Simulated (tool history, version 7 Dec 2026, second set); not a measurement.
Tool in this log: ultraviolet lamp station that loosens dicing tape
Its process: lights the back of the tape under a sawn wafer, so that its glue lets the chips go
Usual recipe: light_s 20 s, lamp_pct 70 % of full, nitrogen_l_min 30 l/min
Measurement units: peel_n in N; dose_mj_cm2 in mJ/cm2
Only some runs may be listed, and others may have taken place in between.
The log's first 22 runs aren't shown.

run	day	light_s	lamp_pct	nitrogen_l_min	peel_n	dose_mj_cm2
23	6.846	20	65	30	0.901	258
24	7.179	33	74	57	0.295	482
25	7.388	33	87	11	0.436	563
26	7.683	33	87	11	0.434	572
27	8.000	34	64	40	0.353	426
28	8.388	26	61	25	0.705	308
29	8.583	37	98	25	0.263	712
30	8.842	17	70	13	1.580	234
31	9.200	16	61	23	1.572	190
32	9.625	16	61	23	1.601	189
33	9.871	21	63	29	0.936	256
34	10.317	21	63	29	0.909	250
35	10.608	38	69	44	0.281	509
36	11.058	22	76	10	1.128	323
37	11.404	12	70	35	1.670	161
38	11.712	12	70	35	1.696	159
39	12.050	20	67	13	1.390	254
40	12.379	20	78	10	1.299	293
41	12.758	20	96	41	0.437	359
42	13.167	30	62	16	0.793	347
43	13.621	14	70	30	1.477	183
44	13.892	28	70	17	0.660	363

Below are 3 alternative next runs, each starting from the tool's condition after run 44. Predict each:
A	14.100	30	70	32	?	?
B	14.100	26	86	12	?	?
C	14.100	28	97	17	?	?

run	peel_n	dose_mj_cm2
A	0.438	389
B	0.662	411
C	0.392	502
Without the tool's hidden state the same runs would have given:
run	peel_n	dose_mj_cm2
A	0.329	486
B	0.458	514
C	0.300	628
